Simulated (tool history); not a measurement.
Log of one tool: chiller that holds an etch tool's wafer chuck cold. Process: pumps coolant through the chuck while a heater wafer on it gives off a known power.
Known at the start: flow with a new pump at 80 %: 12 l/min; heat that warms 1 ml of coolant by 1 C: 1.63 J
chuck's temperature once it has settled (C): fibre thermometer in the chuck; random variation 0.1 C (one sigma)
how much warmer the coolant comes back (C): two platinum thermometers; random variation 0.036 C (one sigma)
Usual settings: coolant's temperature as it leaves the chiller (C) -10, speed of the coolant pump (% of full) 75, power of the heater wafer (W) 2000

| run | hour | coolant's temperature as it leaves the chiller (C) | speed of the coolant pump (% of full) | power of the heater wafer (W) | chuck's temperature once it has settled (C) | how much warmer the coolant comes back (C) |
|---|---|---|---|---|---|---|
| 1 | 0.0 | -10 | 75 | 2000 | 14.3 | 7.03 |
| 2 | 140.8 | -10 | 75 | 1139 | 4.0 | 3.96 |
| 3 | 339.2 | -10 | 75 | 1139 | 3.8 | 4.03 |
| 4 | 485.7 | -10 | 75 | 1139 | 3.8 | 4.01 |
| 5 | 656.1 | -10 | 75 | 1139 | 4.0 | 4.00 |
| 6 | 829.2 | -10 | 75 | 1337 | 6.5 | 4.76 |
| 7 | 1018.0 | -10 | 75 | 1337 | 6.5 | 4.78 |
| 8 | 1128.0 | -10 | 75 | 2000 | 14.7 | 7.18 |
| 9 | 1332.6 | -10 | 75 | 2000 | 14.9 | 7.21 |
|  | 1458.9 | chiller's thermometer calibrated |
| 10 | 1510.9 | -10 | 75 | 1962 | 14.6 | 7.09 |
| 11 | 1601.3 | -10 | 75 | 1962 | 14.6 | 7.05 |
| 12 | 1756.3 | -10 | 75 | 1285 | 6.1 | 4.71 |
| 13 | 1895.5 | -10 | 75 | 1285 | 6.2 | 4.62 |
| 14 | 2037.5 | -10 | 75 | 1285 | 6.5 | 4.65 |
|  | 2052.0 | coolant pump overhauled |
| 15 | 2176.2 | -10 | 75 | 1533 | 10.2 | 6.04 |
| 16 | 2318.2 | -13 | 75 | 2000 | 13.4 | 7.84 |
| 17 | 2438.4 | -8 | 65 | 1337 | 11.1 | 6.07 |
| 18 | 2532.0 | -8 | 65 | 1337 | 11.2 | 6.05 |
|  | 2644.3 | coolant pump overhauled, once more |
| 19 | 2694.0 | -5 | 74 | 1949 | 18.4 | 6.42 |
| 20 | 2864.7 | -8 | 90 | 1799 | 11.4 | 4.95 |
| 21 | 3031.8 | -1 | 91 | 2000 | 20.5 | 5.39 |
| 22 | 3128.4 | -1 | 91 | 1817 | 18.7 | 4.86 |
|  | 3291.8 | coolant changed, channels flushed |
| 23 | 3327.3 | -10 | 75 | 2387 | 16.8 | 7.90 |
| 24 | 3467.5 | -10 | 75 | 2387 | 16.8 | 7.89 |
| 25 | 3617.2 | -1 | 66 | 2073 | 24.1 | 7.80 |
| 26 | 3830.9 | -1 | 66 | 1061 | 11.9 | 4.01 |
| 27 | 3933.5 | 0 | 68 | 2536 | 30.6 | 9.22 |
| 28 | 4052.2 | 0 | 68 | 2536 | 30.4 | 9.37 |
| 29 | 4255.1 | -6 | 83 | 1591 | 10.9 | 4.78 |
|  | 4382.8 | chiller's thermometer calibrated |
| 30 | 4403.6 | -10 | 63 | 1031 | 3.0 | 4.13 |
| 31 | 4612.4 | -2 | 66 | 1195 | 13.0 | 4.49 |
| 32 | 4730.2 | -2 | 66 | 1195 | 12.9 | 4.59 |

3 ways to go on from here, each from the tool as it stands after run 32. What would each give?
| A | 4878.7 | -13 | 94 | 2485 | ? | ? |
| B | 4878.7 | -2 | 75 | 1007 | ? | ? |
| C | 4878.7 | -14 | 66 | 1650 | ? | ? |

| run | chuck's temperature once it has settled (C) | how much warmer the coolant comes back (C) |
|---|---|---|
| A | 12.4 | 6.66 |
| B | 9.8 | 3.43 |
| C | 6.7 | 6.33 |
Without the tool's hidden state the same runs would have given:
| run | chuck's temperature once it has settled (C) | how much warmer the coolant comes back (C) |
|---|---|---|
| A | 11.4 | 6.47 |
| B | 9.4 | 3.34 |
| C | 5.9 | 6.14 |
